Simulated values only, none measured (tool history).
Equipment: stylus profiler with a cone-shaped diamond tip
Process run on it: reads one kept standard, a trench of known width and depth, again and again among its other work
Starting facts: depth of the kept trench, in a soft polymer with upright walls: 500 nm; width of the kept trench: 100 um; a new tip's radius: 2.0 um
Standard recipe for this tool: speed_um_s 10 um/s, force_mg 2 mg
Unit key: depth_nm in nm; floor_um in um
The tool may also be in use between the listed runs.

run 1 day=0 | speed_um_s=10 force_mg=2 | depth_nm=503.35 floor_um=97.31
run 2 day=1.675 | speed_um_s=10 force_mg=2 | depth_nm=503.4 floor_um=97.36
run 3 day=3.704 | speed_um_s=10 force_mg=2 | depth_nm=503.38 floor_um=97.29
run 4 day=4.879 | speed_um_s=10 force_mg=2 | depth_nm=503.43 floor_um=97.26
run 5 day=5.954 | speed_um_s=10 force_mg=4.49 | depth_nm=505.85 floor_um=97.38
run 6 day=7.904 | speed_um_s=10 force_mg=4.49 | depth_nm=506.04 floor_um=97.29
run 7 day=9.662 | speed_um_s=6 force_mg=4.49 | depth_nm=505.87 floor_um=97.36
run 8 day=10.738 | speed_um_s=10 force_mg=2 | depth_nm=503.49 floor_um=97.24
run 9 day=12.375 | speed_um_s=10 force_mg=2 | depth_nm=503.28 floor_um=97.27
run 10 day=13.283 | speed_um_s=13 force_mg=2 | depth_nm=503.72 floor_um=97.27
run 11 day=14.375 | speed_um_s=10 force_mg=2 | depth_nm=503.47 floor_um=97.33
run 12 day=15.375 | speed_um_s=10 force_mg=1.6 | depth_nm=502.97 floor_um=97.24
run 13 day=16.579 | speed_um_s=10 force_mg=2 | depth_nm=503.4 floor_um=97.32
run 14 day=18.642 | speed_um_s=10 force_mg=2 | depth_nm=503.46 floor_um=97.29
run 15 day=20.121 | speed_um_s=10 force_mg=2 | depth_nm=503.5 floor_um=97.28
run 16 day=22.325 | speed_um_s=10 force_mg=1.43 | depth_nm=502.84 floor_um=97.29
run 17 day=23.262 | speed_um_s=10 force_mg=1.43 | depth_nm=502.94 floor_um=97.23
run 18 day=24.779 | speed_um_s=10 force_mg=2 | depth_nm=503.67 floor_um=97.3
run 19 day=25.933 | speed_um_s=10 force_mg=2 | depth_nm=503.33 floor_um=97.25
run 20 day=27.55 | speed_um_s=10 force_mg=2 | depth_nm=503.32 floor_um=97.28
run 21 day=29.142 | speed_um_s=10 force_mg=2 | depth_nm=503.29 floor_um=97.28
run 22 day=30.308 | speed_um_s=10 force_mg=2 | depth_nm=503.4 floor_um=97.28
run 23 day=32.25 | speed_um_s=10 force_mg=2 | depth_nm=503.42 floor_um=97.23
run 24 day=33.825 | speed_um_s=10 force_mg=2.35 | depth_nm=503.65 floor_um=97.31
run 25 day=36.042 | speed_um_s=5 force_mg=4.44 | depth_nm=505.71 floor_um=97.32
run 26 day=38.138 | speed_um_s=15 force_mg=1.92 | depth_nm=503.52 floor_um=97.18
run 27 day=39.392 | speed_um_s=15 force_mg=1.92 | depth_nm=503.3 floor_um=97.22
run 28 day=40.458 | speed_um_s=4 force_mg=4.53 | depth_nm=505.95 floor_um=97.31
run 29 day=41.854 | speed_um_s=10 force_mg=0.91 | depth_nm=501.95 floor_um=97.24
run 30 day=43.6 | speed_um_s=6 force_mg=1.59 | depth_nm=502.85 floor_um=97.31
run 31 day=45.367 | speed_um_s=6 force_mg=1.59 | depth_nm=503.06 floor_um=97.33

The next listed run, before its measurement:
run 32 day=47.392 | speed_um_s=10 force_mg=1.06 | depth_nm=? floor_um=?

depth_nm: 502.27 nm
floor_um: 97.29 um
Take away the tool's hidden state, keep the run-to-run variation as it was, and the same run would have given depth_nm 502.28 nm, floor_um 97.3 um.
